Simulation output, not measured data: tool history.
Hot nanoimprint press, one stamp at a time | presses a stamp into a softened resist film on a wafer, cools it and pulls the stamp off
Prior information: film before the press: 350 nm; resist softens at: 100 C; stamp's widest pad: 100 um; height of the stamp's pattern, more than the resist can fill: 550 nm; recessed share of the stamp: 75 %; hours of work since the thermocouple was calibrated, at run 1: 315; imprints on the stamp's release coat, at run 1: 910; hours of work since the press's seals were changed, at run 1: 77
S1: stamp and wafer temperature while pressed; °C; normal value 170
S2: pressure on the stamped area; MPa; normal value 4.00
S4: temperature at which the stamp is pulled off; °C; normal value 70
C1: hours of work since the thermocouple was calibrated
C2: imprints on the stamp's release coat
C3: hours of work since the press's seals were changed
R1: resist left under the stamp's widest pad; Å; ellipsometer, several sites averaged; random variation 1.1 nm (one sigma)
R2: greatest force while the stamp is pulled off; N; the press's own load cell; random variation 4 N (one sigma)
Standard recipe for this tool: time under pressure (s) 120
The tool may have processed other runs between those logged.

{"run": 1, "hour": 0.0, "S1": 170, "S2": 4.0, "time under pressure (s)": 120, "S4": 70, "C1": 315, "C2": 910, "C3": 77, "R1": 1842, "R2": 194}
{"run": 2, "hour": 9.1, "S1": 170, "S2": 4.0, "time under pressure (s)": 61, "S4": 70, "C1": 320, "C2": 931, "C3": 83, "R1": 2217, "R2": 194}
{"run": 3, "hour": 13.6, "S1": 170, "S2": 4.0, "time under pressure (s)": 61, "S4": 70, "C1": 323, "C2": 941, "C3": 85, "R1": 2235, "R2": 193}
{"run": 4, "hour": 23.1, "S1": 170, "S2": 4.0, "time under pressure (s)": 61, "S4": 70, "C1": 329, "C2": 963, "C3": 91, "R1": 2257, "R2": 188}
{"run": 5, "hour": 30.8, "S1": 170, "S2": 4.0, "time under pressure (s)": 61, "S4": 70, "C1": 333, "C2": 981, "C3": 96, "R1": 2215, "R2": 200}
{"run": 6, "hour": 36.3, "S1": 170, "S2": 4.0, "time under pressure (s)": 120, "S4": 70, "C1": 337, "C2": 994, "C3": 99, "R1": 1819, "R2": 188}
{"run": 7, "hour": 46.7, "S1": 170, "S2": 4.0, "time under pressure (s)": 120, "S4": 70, "C1": 343, "C2": 1018, "C3": 106, "R1": 1802, "R2": 191}
{"run": 8, "hour": 53.1, "S1": 170, "S2": 4.0, "time under pressure (s)": 120, "S4": 70, "C1": 347, "C2": 1033, "C3": 110, "R1": 1799, "R2": 194}
{"run": 9, "hour": 60.1, "S1": 170, "S2": 4.0, "time under pressure (s)": 120, "S4": 70, "C1": 351, "C2": 1049, "C3": 114, "R1": 1804, "R2": 191}
{"run": 10, "hour": 66.0, "S1": 170, "S2": 4.0, "time under pressure (s)": 120, "S4": 70, "C1": 355, "C2": 1063, "C3": 117, "R1": 1809, "R2": 194}
{"run": 11, "hour": 70.2, "S1": 170, "S2": 4.0, "time under pressure (s)": 120, "S4": 70, "C1": 357, "C2": 1073, "C3": 120, "R1": 1794, "R2": 193}
{"run": 12, "hour": 79.5, "S1": 170, "S2": 4.0, "time under pressure (s)": 120, "S4": 70, "C1": 363, "C2": 1094, "C3": 126, "R1": 1803, "R2": 198}
{"run": 13, "hour": 88.9, "S1": 170, "S2": 4.0, "time under pressure (s)": 120, "S4": 70, "C1": 369, "C2": 1116, "C3": 131, "R1": 1810, "R2": 198}
{"run": 14, "hour": 96.1, "S1": 170, "S2": 4.0, "time under pressure (s)": 120, "S4": 70, "C1": 373, "C2": 1133, "C3": 136, "R1": 1780, "R2": 194}
{"run": 15, "hour": 105.9, "S1": 162, "S2": 5.18, "time under pressure (s)": 120, "S4": 58, "C1": 379, "C2": 1156, "C3": 142, "R1": 2134, "R2": 261}
{"run": 16, "hour": 111.7, "S1": 180, "S2": 2.48, "time under pressure (s)": 83, "S4": 68, "C1": 383, "C2": 1169, "C3": 145, "R1": 1783, "R2": 206}
{"hour": 117.0, "done": "plate thermocouple calibrated"}
{"run": 17, "hour": 121.1, "S1": 181, "S2": 2.48, "time under pressure (s)": 83, "S4": 71, "C1": 2, "C2": 1184, "C3": 149, "R1": 1726, "R2": 193}
{"run": 18, "hour": 128.3, "S1": 171, "S2": 4.0, "time under pressure (s)": 120, "S4": 70, "C1": 7, "C2": 1201, "C3": 154, "R1": 1721, "R2": 194}
{"run": 19, "hour": 137.1, "S1": 171, "S2": 4.0, "time under pressure (s)": 120, "S4": 70, "C1": 12, "C2": 1221, "C3": 159, "R1": 1724, "R2": 193}
{"run": 20, "hour": 147.0, "S1": 170, "S2": 4.0, "time under pressure (s)": 120, "S4": 57, "C1": 18, "C2": 1244, "C3": 165, "R1": 1793, "R2": 263}
{"run": 21, "hour": 157.3, "S1": 170, "S2": 6.0, "time under pressure (s)": 165, "S4": 57, "C1": 25, "C2": 1268, "C3": 171, "R1": 1294, "R2": 275}
{"run": 22, "hour": 162.5, "S1": 170, "S2": 2.65, "time under pressure (s)": 165, "S4": 71, "C1": 28, "C2": 1280, "C3": 174, "R1": 1894, "R2": 190}
{"run": 23, "hour": 169.2, "S1": 177, "S2": 4.22, "time under pressure (s)": 156, "S4": 70, "C1": 32, "C2": 1296, "C3": 179, "R1": 1204, "R2": 200}
{"hour": 173.2, "done": "gauge calibrated"}
{"run": 24, "hour": 176.8, "S1": 177, "S2": 4.22, "time under pressure (s)": 156, "S4": 70, "C1": 36, "C2": 1313, "C3": 183, "R1": 1235, "R2": 202}
{"run": 25, "hour": 182.2, "S1": 170, "S2": 4.0, "time under pressure (s)": 83, "S4": 72, "C1": 40, "C2": 1326, "C3": 187, "R1": 2066, "R2": 190}
{"run": 26, "hour": 187.4, "S1": 168, "S2": 2.54, "time under pressure (s)": 194, "S4": 72, "C1": 43, "C2": 1338, "C3": 190, "R1": 2013, "R2": 187}
{"run": 27, "hour": 195.6, "S1": 180, "S2": 4.0, "time under pressure (s)": 120, "S4": 70, "C1": 48, "C2": 1357, "C3": 195, "R1": 1244, "R2": 198}

Predict each of these 4 candidate next runs independently; none follows another, all start after run 27:
{"run": "A", "hour": 200.4, "S1": 180, "S2": 5.8, "time under pressure (s)": 120, "S4": 66, "C1": 51, "C2": 1368, "C3": 198, "R1": "?", "R2": "?"}
{"run": "B", "hour": 200.4, "S1": 170, "S2": 4.72, "time under pressure (s)": 136, "S4": 70, "C1": 51, "C2": 1368, "C3": 198, "R1": "?", "R2": "?"}
{"run": "C", "hour": 200.4, "S1": 172, "S2": 4.0, "time under pressure (s)": 120, "S4": 70, "C1": 51, "C2": 1368, "C3": 198, "R1": "?", "R2": "?"}
{"run": "D", "hour": 200.4, "S1": 170, "S2": 2.4, "time under pressure (s)": 120, "S4": 70, "C1": 51, "C2": 1368, "C3": 198, "R1": "?", "R2": "?"}

run=A R1=1023 R2=211
run=B R1=1610 R2=192
run=C R1=1685 R2=190
run=D R1=2203 R2=187
Had the tool no hidden state, the same runs would have come out as:
run=A R1=1027 R2=208
run=B R1=1618 R2=190
run=C R1=1693 R2=188
run=D R1=2214 R2=185

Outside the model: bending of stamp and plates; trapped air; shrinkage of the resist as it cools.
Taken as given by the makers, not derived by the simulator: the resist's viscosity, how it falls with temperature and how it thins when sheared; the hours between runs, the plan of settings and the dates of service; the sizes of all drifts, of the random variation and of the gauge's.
